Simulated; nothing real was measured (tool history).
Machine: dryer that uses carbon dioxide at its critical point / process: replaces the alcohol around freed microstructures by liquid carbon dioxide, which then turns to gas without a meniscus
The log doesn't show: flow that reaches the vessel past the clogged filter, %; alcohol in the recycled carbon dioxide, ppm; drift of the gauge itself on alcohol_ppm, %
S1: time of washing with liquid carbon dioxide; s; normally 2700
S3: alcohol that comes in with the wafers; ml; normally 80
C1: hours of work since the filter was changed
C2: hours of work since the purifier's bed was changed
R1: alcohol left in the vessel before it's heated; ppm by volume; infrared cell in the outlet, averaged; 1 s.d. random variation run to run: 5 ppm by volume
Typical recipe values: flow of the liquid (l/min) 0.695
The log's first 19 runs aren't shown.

Run 20, hour 945.2: usual settings but S1 4260 s; C1 273; C2 622. Result: R1 136 ppm by volume.
Run 21, hour 978.3: usual settings but flow of the liquid (l/min) 1.031; C1 291; C2 640. Result: R1 141 ppm by volume.
Run 22, hour 1022.0: usual settings but flow of the liquid (l/min) 1.031; C1 315; C2 663. Result: R1 130 ppm by volume.
At hour 1082.0: inlet filter changed.
Run 23, hour 1085.2: usual settings but S1 3780 s, flow of the liquid (l/min) 0.758, S3 83 ml; C1 2; C2 697. Result: R1 149 ppm by volume.
Run 24, hour 1150.2: usual settings but S1 2280 s; C1 37; C2 733. Result: R1 202 ppm by volume.
Run 25, hour 1205.9: usual settings but S1 2580 s, flow of the liquid (l/min) 0.548; C1 68; C2 763. Result: R1 261 ppm by volume.
Run 26, hour 1270.9: usual settings but S1 3960 s, flow of the liquid (l/min) 1.140; C1 103; C2 798. Result: R1 159 ppm by volume.
Run 27, hour 1332.5: usual settings but S1 3840 s, flow of the liquid (l/min) 0.870, S3 47 ml; C1 137; C2 832. Result: R1 168 ppm by volume.
Run 28, hour 1397.3: usual settings but flow of the liquid (l/min) 1.082; C1 172; C2 867. Result: R1 179 ppm by volume.
Run 29, hour 1425.2: usual settings but flow of the liquid (l/min) 0.689, S3 71 ml; C1 187; C2 883. Result: R1 199 ppm by volume.
Run 30, hour 1462.3: usual settings but S1 2640 s, S3 100 ml; C1 207; C2 903. Result: R1 209 ppm by volume.
Run 31, hour 1502.7: usual settings but S1 2640 s, S3 115 ml; C1 229; C2 925. Result: R1 226 ppm by volume.
Run 32, hour 1539.7: usual settings but S1 2160 s, flow of the liquid (l/min) 1.141, S3 76 ml; C1 249; C2 945. Result: R1 201 ppm by volume.
Run 33, hour 1582.1: usual settings but S1 2160 s, flow of the liquid (l/min) 1.141, S3 76 ml; C1 273; C2 968. Result: R1 199 ppm by volume.
Run 34, hour 1623.4: usual settings but S1 2940 s, flow of the liquid (l/min) 0.454, S3 41 ml; C1 295; C2 991. Result: R1 330 ppm by volume.
Run 35, hour 1654.6: usual settings but S1 2040 s, flow of the liquid (l/min) 0.709, S3 41 ml; C1 312; C2 1008. Result: R1 282 ppm by volume.
Run 36, hour 1694.4: usual settings but S1 2040 s, flow of the liquid (l/min) 0.524; C1 334; C2 1029. Result: R1 787 ppm by volume.
At hour 1721.1: inlet filter changed.
Run 37, hour 1753.7: usual settings but S1 3660 s, flow of the liquid (l/min) 0.903; C1 18; C2 1061. Result: R1 209 ppm by volume.
Run 38, hour 1783.7: usual settings but S1 3660 s, flow of the liquid (l/min) 0.855; C1 34; C2 1077. Result: R1 230 ppm by volume.
Run 39, hour 1839.9: usual settings but S1 3720 s, S3 90 ml; C1 65; C2 1108. Result: R1 215 ppm by volume.
At hour 1853.6: purifier's bed changed.
Run 40, hour 1901.8: usual settings but S1 2340 s, flow of the liquid (l/min) 0.692, S3 30 ml; C1 97; C2 26. Result: R1 28 ppm by volume.
Run 41, hour 1936.3: usual settings but S1 2340 s, flow of the liquid (l/min) 0.692, S3 30 ml; C1 116; C2 45. Result: R1 37 ppm by volume.
Run 42, hour 1965.0: usual settings but S1 2340 s, flow of the liquid (l/min) 0.692, S3 30 ml; C1 131; C2 61. Result: R1 45 ppm by volume.
Run 43, hour 2008.9: usual settings but flow of the liquid (l/min) 0.974, S3 61 ml; C1 155; C2 85. Result: R1 32 ppm by volume.

Consider 5 possible next runs. They are alternatives, not a sequence: every one starts from the tool as it was left by run 43. What does each give?
Run A, hour 2044.9: usual settings but flow of the liquid (l/min) 0.941; C1 175; C2 104. Result: R1 ?.
Run B, hour 2044.9: usual settings but S1 3360 s, flow of the liquid (l/min) 0.974, S3 61 ml; C1 175; C2 104. Result: R1 ?.
Run C, hour 2044.9: usual settings but S1 2940 s, flow of the liquid (l/min) 0.667; C1 175; C2 104. Result: R1 ?.
Run D, hour 2044.9: usual settings but S1 1740 s, flow of the liquid (l/min) 0.974, S3 61 ml; C1 175; C2 104. Result: R1 ?.
Run E, hour 2044.9: usual settings but S1 2040 s, flow of the liquid (l/min) 0.614, S3 33 ml; C1 175; C2 104. Result: R1 ?.

run   R1
  A   33
  B   25
  C   48
  D   54
  E  121
What these runs would have given with no unlogged condition in the tool:
run  R1
  A  11
  B   3
  C  19
  D  22
  E  74

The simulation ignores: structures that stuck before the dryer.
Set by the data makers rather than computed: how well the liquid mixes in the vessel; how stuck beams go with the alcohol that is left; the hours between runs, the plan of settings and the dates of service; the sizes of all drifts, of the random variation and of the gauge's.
